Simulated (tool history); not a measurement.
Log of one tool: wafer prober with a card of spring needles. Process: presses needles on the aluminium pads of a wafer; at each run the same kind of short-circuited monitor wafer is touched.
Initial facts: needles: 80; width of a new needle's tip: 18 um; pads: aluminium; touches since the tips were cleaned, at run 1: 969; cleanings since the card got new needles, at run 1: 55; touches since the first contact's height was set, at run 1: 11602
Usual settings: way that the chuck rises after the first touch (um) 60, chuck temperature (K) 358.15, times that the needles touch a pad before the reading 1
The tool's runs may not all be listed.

run,hour,way that the chuck rises after the first touch (um),chuck temperature (K),times that the needles touch a pad before the reading,touches since the tips were cleaned,cleanings since the card got new needles,touches since the first contact's height was set,resistance of one needle with its contact and lead (mohm),way that a needle slides on the pad (um)
1,0.0,60,358.15,1,969,55,11602,370,11.146
# hour 12.9: tips cleaned on abrasive film
# hour 29.6: tips cleaned on abrasive film
# hour 45.2: tips cleaned on abrasive film
2,45.2,60,358.15,1,0,58,38612,185,11.135
# hour 61.4: tips cleaned on abrasive film
# hour 78.4: tips cleaned on abrasive film
3,87.6,66,358.15,1,5540,60,64010,473,12.228
# hour 93.5: tips cleaned on abrasive film
# hour 110.1: tips cleaned on abrasive film
# hour 127.1: tips cleaned on abrasive film
4,140.0,78,358.15,1,7741,63,95396,387,14.423
# hour 143.0: tips cleaned on abrasive film
# hour 159.0: tips cleaned on abrasive film
# hour 175.8: tips cleaned on abrasive film
5,178.7,78,358.15,1,1759,66,118540,293,14.411
# hour 192.2: tips cleaned on abrasive film
6,205.7,78,358.15,1,8089,67,134697,392,14.393
# hour 209.3: tips cleaned on abrasive film
# hour 226.6: tips cleaned on abrasive film
# hour 243.6: tips cleaned on abrasive film
# hour 259.8: tips cleaned on abrasive film
7,262.9,60,307.15,1,1863,71,168918,420,11.024
# hour 274.8: tips cleaned on abrasive film
# hour 281.1: height of the first contact set anew
# hour 291.8: tips cleaned on abrasive film
8,293.9,60,307.15,1,1308,73,7687,401,10.924
# hour 307.4: tips cleaned on abrasive film
# hour 324.7: tips cleaned on abrasive film
# hour 339.8: tips cleaned on abrasive film
9,339.8,60,307.15,1,0,76,35110,187,10.898
# hour 356.6: tips cleaned on abrasive film
# hour 373.1: tips cleaned on abrasive film
10,373.4,60,329.15,1,197,78,55235,222,10.882
# hour 390.1: tips cleaned on abrasive film
11,399.7,60,329.15,1,5825,79,71024,600,10.870
# hour 406.9: tips cleaned on abrasive film
# hour 424.5: tips cleaned on abrasive film
# hour 440.2: tips cleaned on abrasive film
12,448.5,60,329.15,1,4982,82,100202,603,10.847
# hour 455.7: tips cleaned on abrasive film
# hour 472.8: tips cleaned on abrasive film
13,486.3,60,329.15,1,8133,84,122855,607,10.841
# hour 490.0: tips cleaned on abrasive film
# hour 507.2: tips cleaned on abrasive film
# hour 524.3: tips cleaned on abrasive film
14,525.3,60,329.15,1,590,87,146099,327,10.799
# hour 542.0: tips cleaned on abrasive film
# hour 558.5: tips cleaned on abrasive film
# hour 569.4: height of the first contact set anew, once more
15,571.9,47,358.15,1,7896,89,1516,837,8.740
# hour 575.6: tips cleaned on abrasive film
# hour 592.3: tips cleaned on abrasive film
16,596.8,47,389.15,1,2698,91,16387,706,8.728
# hour 606.6: tips cleaned on abrasive film
# hour 624.1: tips cleaned on abrasive film
17,636.0,60,309.15,2,7167,93,39833,410,11.123
# hour 639.6: tips cleaned on abrasive film
# hour 656.6: tips cleaned on abrasive film
# hour 674.1: tips cleaned on abrasive film
18,676.5,60,358.15,2,1445,96,64045,300,11.109
# hour 689.9: tips cleaned on abrasive film
# hour 704.4: tips cleaned on abrasive film
19,707.0,65,358.15,2,1573,98,82299,280,12.022
# hour 719.7: tips cleaned on abrasive film
# hour 737.0: tips cleaned on abrasive film
# hour 753.2: tips cleaned on abrasive film
20,764.2,57,356.15,1,6638,101,116576,633,10.500
# hour 770.9: tips cleaned on abrasive film
# hour 788.4: tips cleaned on abrasive film
21,788.4,57,356.15,1,0,103,130972,188,10.468
# hour 805.3: tips cleaned on abrasive film
# hour 821.2: tips cleaned on abrasive film
# hour 835.4: tips cleaned on abrasive film
22,839.7,58,334.15,2,2613,106,161728,410,10.640
# hour 852.1: tips cleaned on abrasive film
# hour 869.3: tips cleaned on abrasive film
# hour 869.6: height of the first contact set anew
23,874.6,51,339.15,1,3007,108,3007,660,9.489
# hour 884.3: tips cleaned on abrasive film
# hour 901.2: tips cleaned on abrasive film
# hour 916.8: tips cleaned on abrasive film
24,922.8,48,324.15,1,3608,111,31828,779,8.916
# hour 933.2: tips cleaned on abrasive film
# hour 949.0: tips cleaned on abrasive film
# hour 964.4: tips cleaned on abrasive film
25,973.5,60,358.15,2,5504,114,62172,413,11.122
# hour 980.7: tips cleaned on abrasive film
# hour 997.3: tips cleaned on abrasive film
26,1010.4,58,352.15,2,7902,116,84261,437,10.720
# hour 1013.6: tips cleaned on abrasive film
# hour 1031.2: tips cleaned on abrasive film
27,1042.2,60,327.15,2,6628,118,103305,423,11.077
# hour 1045.9: tips cleaned on abrasive film
# hour 1060.1: tips cleaned on abrasive film
# hour 1077.3: tips cleaned on abrasive film
28,1079.4,50,349.15,1,1267,121,125484,464,9.192
# hour 1092.7: tips cleaned on abrasive film
# hour 1108.3: tips cleaned on abrasive film
29,1108.3,60,323.15,3,0,123,142759,160,11.065

Selected run-to-run steps in resistance of one needle with its contact and lead (mohm), each split into two signed amounts: the part the tool would show with no hidden state at all (from settings, incoming material and random variation), and the remainder, which goes to the hidden state together with any gauge scatter not common to the measured and the hidden-state-free results:
The tool's hidden condition here consists of: debris on the tips, nm; way that the needles fall short of the set height, um; tips' diameter, um; drift of the gauge itself on contact_mohm, %; drift of the gauge itself on scrub_um, %.
Run 14 -> 15: way that the chuck rises after the first touch (um) 60 -> 47, chuck temperature (K) 329.15 -> 358.15, tips cleaned on abrasive film, tips cleaned on abrasive film, height of the first contact set anew, once more. resistance of one needle with its contact and lead (mohm) +510: hidden state +491, all else +19.
Run 20 -> 21: tips cleaned on abrasive film, tips cleaned on abrasive film. resistance of one needle with its contact and lead (mohm) -445: hidden state -446, all else +1.
